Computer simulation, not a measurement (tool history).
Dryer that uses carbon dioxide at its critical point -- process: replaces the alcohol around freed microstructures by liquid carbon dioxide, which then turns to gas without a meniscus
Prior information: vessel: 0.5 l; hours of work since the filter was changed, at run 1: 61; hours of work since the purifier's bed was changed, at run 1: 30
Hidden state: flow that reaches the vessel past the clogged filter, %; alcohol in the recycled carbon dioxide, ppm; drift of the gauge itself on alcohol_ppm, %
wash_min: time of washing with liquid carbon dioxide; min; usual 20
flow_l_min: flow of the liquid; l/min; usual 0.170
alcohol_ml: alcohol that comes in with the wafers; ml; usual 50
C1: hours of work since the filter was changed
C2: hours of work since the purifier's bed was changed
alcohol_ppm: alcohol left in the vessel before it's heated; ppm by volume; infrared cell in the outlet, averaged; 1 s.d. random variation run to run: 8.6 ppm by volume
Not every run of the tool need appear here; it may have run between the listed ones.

run 1 day=0.000 | wash_min=20 flow_l_min=0.170 alcohol_ml=50 | C1=61 C2=30 | alcohol_ppm=492
run 2 day=1.396 | wash_min=20 flow_l_min=0.170 alcohol_ml=50 | C1=85 C2=54 | alcohol_ppm=522
run 3 day=2.146 | wash_min=20 flow_l_min=0.170 alcohol_ml=99 | C1=98 C2=67 | alcohol_ppm=1006
run 4 day=3.038 | wash_min=20 flow_l_min=0.170 alcohol_ml=50 | C1=113 C2=82 | alcohol_ppm=521
run 5 day=3.988 | wash_min=20 flow_l_min=0.113 alcohol_ml=50 | C1=129 C2=98 | alcohol_ppm=2932
run 6 day=5.267 | wash_min=20 flow_l_min=0.146 alcohol_ml=50 | C1=151 C2=120 | alcohol_ppm=1129
run 7 day=6.667 | wash_min=23 flow_l_min=0.170 alcohol_ml=50 | C1=175 C2=144 | alcohol_ppm=292
run 8 day=7.638 | wash_min=23 flow_l_min=0.170 alcohol_ml=50 | C1=191 C2=160 | alcohol_ppm=289
run 9 day=8.812 | wash_min=20 flow_l_min=0.172 alcohol_ml=50 | C1=212 C2=180 | alcohol_ppm=582
run 10 day=10.112 | wash_min=20 flow_l_min=0.172 alcohol_ml=50 | C1=234 C2=203 | alcohol_ppm=585
run 11 day=10.971 | wash_min=30 flow_l_min=0.172 alcohol_ml=50 | C1=248 C2=217 | alcohol_ppm=109
run 12 day=11.792 | wash_min=20 flow_l_min=0.170 alcohol_ml=50 | C1=262 C2=231 | alcohol_ppm=638
run 13 day=12.779 | wash_min=20 flow_l_min=0.170 alcohol_ml=50 | C1=279 C2=248 | alcohol_ppm=638
run 14 day=13.725 | wash_min=20 flow_l_min=0.170 alcohol_ml=50 | C1=295 C2=264 | alcohol_ppm=654
run 15 day=14.383 | wash_min=20 flow_l_min=0.170 alcohol_ml=50 | C1=307 C2=275 | alcohol_ppm=649
run 16 day=15.692 | wash_min=20 flow_l_min=0.189 alcohol_ml=50 | C1=329 C2=298 | alcohol_ppm=418
run 17 day=16.975 | wash_min=20 flow_l_min=0.189 alcohol_ml=50 | C1=351 C2=320 | alcohol_ppm=433
run 18 day=18.088 | wash_min=20 flow_l_min=0.189 alcohol_ml=50 | C1=370 C2=339 | alcohol_ppm=452
run 19 day=19.388 | wash_min=21 flow_l_min=0.180 alcohol_ml=38 | C1=392 C2=361 | alcohol_ppm=364
run 20 day=20.396 | wash_min=21 flow_l_min=0.180 alcohol_ml=38 | C1=409 C2=378 | alcohol_ppm=393
run 21 day=21.042 | wash_min=21 flow_l_min=0.180 alcohol_ml=38 | C1=420 C2=389 | alcohol_ppm=375
run 22 day=22.158 | wash_min=23 flow_l_min=0.175 alcohol_ml=50 | C1=439 C2=408 | alcohol_ppm=366
run 23 day=22.946 | wash_min=14 flow_l_min=0.134 alcohol_ml=61 | C1=452 C2=421 | alcohol_ppm=7236
run 24 day=24.217 | wash_min=27 flow_l_min=0.252 alcohol_ml=50 | C1=474 C2=443 | alcohol_ppm=156
run 25 day=25.496 | wash_min=29 flow_l_min=0.252 alcohol_ml=75 | C1=496 C2=465 | alcohol_ppm=160
run 26 day=26.388 | wash_min=25 flow_l_min=0.163 alcohol_ml=98 | C1=511 C2=480 | alcohol_ppm=601
run 27 day=27.296 | wash_min=25 flow_l_min=0.163 alcohol_ml=55 | C1=527 C2=496 | alcohol_ppm=429
run 28 day=27.875 | wash_min=22 flow_l_min=0.267 alcohol_ml=38 | C1=536 C2=505 | alcohol_ppm=176
-- day=28.354 inlet filter changed
run 29 day=28.575 | wash_min=12 flow_l_min=0.267 alcohol_ml=38 | C1=4 C2=517 | alcohol_ppm=685
run 30 day=29.583 | wash_min=13 flow_l_min=0.119 alcohol_ml=25 | C1=21 C2=534 | alcohol_ppm=4440
run 31 day=30.167 | wash_min=13 flow_l_min=0.119 alcohol_ml=25 | C1=31 C2=544 | alcohol_ppm=4551
run 32 day=31.408 | wash_min=13 flow_l_min=0.132 alcohol_ml=25 | C1=52 C2=565 | alcohol_ppm=3418
run 33 day=32.312 | wash_min=12 flow_l_min=0.170 alcohol_ml=50 | C1=67 C2=580 | alcohol_ppm=4204
run 34 day=33.275 | wash_min=20 flow_l_min=0.170 alcohol_ml=104 | C1=84 C2=597 | alcohol_ppm=1218
run 35 day=33.975 | wash_min=15 flow_l_min=0.287 alcohol_ml=26 | C1=96 C2=609 | alcohol_ppm=263
run 36 day=35.033 | wash_min=15 flow_l_min=0.287 alcohol_ml=26 | C1=114 C2=627 | alcohol_ppm=270

Predict each of these 4 candidate next runs independently; none follows another, all start after run 36:
run A day=36.312 | wash_min=15 flow_l_min=0.112 alcohol_ml=26 | C1=136 C2=649 | alcohol_ppm=?
run B day=36.312 | wash_min=15 flow_l_min=0.220 alcohol_ml=26 | C1=136 C2=649 | alcohol_ppm=?
run C day=36.312 | wash_min=15 flow_l_min=0.175 alcohol_ml=68 | C1=136 C2=649 | alcohol_ppm=?
run D day=36.312 | wash_min=16 flow_l_min=0.117 alcohol_ml=112 | C1=136 C2=649 | alcohol_ppm=?

run=A alcohol_ppm=3930
run=B alcohol_ppm=521
run=C alcohol_ppm=2495
run=D alcohol_ppm=12032
What these runs would have given with no unlogged condition in the tool:
run=A alcohol_ppm=3544
run=B alcohol_ppm=286
run=C alcohol_ppm=2121
run=D alcohol_ppm=11186

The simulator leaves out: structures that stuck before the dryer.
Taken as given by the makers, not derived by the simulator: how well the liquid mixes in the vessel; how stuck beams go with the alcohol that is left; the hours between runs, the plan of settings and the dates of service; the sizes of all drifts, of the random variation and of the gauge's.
